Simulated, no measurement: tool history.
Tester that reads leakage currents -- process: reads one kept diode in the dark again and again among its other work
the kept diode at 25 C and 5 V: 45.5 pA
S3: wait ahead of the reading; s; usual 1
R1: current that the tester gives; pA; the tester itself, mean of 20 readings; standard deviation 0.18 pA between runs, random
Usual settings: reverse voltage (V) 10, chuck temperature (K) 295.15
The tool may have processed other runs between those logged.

Run 1, hour 0: usual settings. Result: R1 74.46 pA.
Run 2, hour 81.3: usual settings. Result: R1 74.57 pA.
Run 3, hour 158: usual settings. Result: R1 76.07 pA.
At hour 170.7: chuck's temperature calibrated.
Run 4, hour 215: usual settings. Result: R1 69.47 pA.
Run 5, hour 262.3: usual settings. Result: R1 69.39 pA.
At hour 349.9: probe card cleaned and baked.
Run 6, hour 349.9: usual settings but S3 0.64 s. Result: R1 59.22 pA.
Run 7, hour 418.5: usual settings but S3 0.64 s. Result: R1 59.67 pA.
Run 8, hour 470.7: usual settings but S3 0.64 s. Result: R1 60.02 pA.
Run 9, hour 530.3: usual settings but S3 0.64 s. Result: R1 60.52 pA.
Run 10, hour 621.5: usual settings. Result: R1 60.26 pA.
Run 11, hour 661.8: usual settings but S3 7.86 s. Result: R1 58.58 pA.
Run 12, hour 716.8: usual settings but S3 0.92 s. Result: R1 61.09 pA.
Run 13, hour 764.8: usual settings but S3 0.92 s. Result: R1 61.94 pA.
Run 14, hour 850.4: usual settings but S3 0.92 s. Result: R1 62.64 pA.
Run 15, hour 892.3: usual settings but reverse voltage (V) 5.1, chuck temperature (K) 303.15, S3 0.92 s. Result: R1 74.55 pA.
Run 16, hour 931.9: usual settings but reverse voltage (V) 5.1, chuck temperature (K) 303.15, S3 0.92 s. Result: R1 74.7 pA.
Run 17, hour 995.3: usual settings but reverse voltage (V) 5.1, chuck temperature (K) 303.15, S3 0.92 s. Result: R1 75.48 pA.
Run 18, hour 1041.9: usual settings but reverse voltage (V) 5.1, chuck temperature (K) 303.15, S3 0.92 s. Result: R1 75.83 pA.
Run 19, hour 1087.4: usual settings but reverse voltage (V) 2.8, S3 0.82 s. Result: R1 30.12 pA.
Run 20, hour 1156.3: usual settings but reverse voltage (V) 3, S3 0.87 s. Result: R1 31.53 pA.
Run 21, hour 1245.7: usual settings but reverse voltage (V) 3, S3 0.87 s. Result: R1 31.68 pA.
Run 22, hour 1313.7: usual settings but reverse voltage (V) 3, S3 0.87 s. Result: R1 32.1 pA.
Run 23, hour 1371.1: usual settings but reverse voltage (V) 1.5, chuck temperature (K) 308.15, S3 8.05 s. Result: R1 54.11 pA.
Run 24, hour 1410.3: usual settings but reverse voltage (V) 17, chuck temperature (K) 315.15, S3 5.09 s. Result: R1 355.14 pA.
Run 25, hour 1450.6: usual settings but reverse voltage (V) 17, chuck temperature (K) 319.15, S3 1.85 s. Result: R1 466.74 pA.

Alternative continuations, all from the tool just after run 25; predict every row:
Run A, hour 1499.2: usual settings but reverse voltage (V) 17, chuck temperature (K) 313.15, S3 0.34 s. Result: R1 ?.
Run B, hour 1499.2: usual settings but S3 3.33 s. Result: R1 ?.
Run C, hour 1499.2: usual settings but chuck temperature (K) 308.15. Result: R1 ?.

run      R1
  A  325.82
  B   66.19
  C  165.79
Without the tool's hidden state the same runs would have given:
run      R1
  A  285.85
  B   54.56
  C  144.16

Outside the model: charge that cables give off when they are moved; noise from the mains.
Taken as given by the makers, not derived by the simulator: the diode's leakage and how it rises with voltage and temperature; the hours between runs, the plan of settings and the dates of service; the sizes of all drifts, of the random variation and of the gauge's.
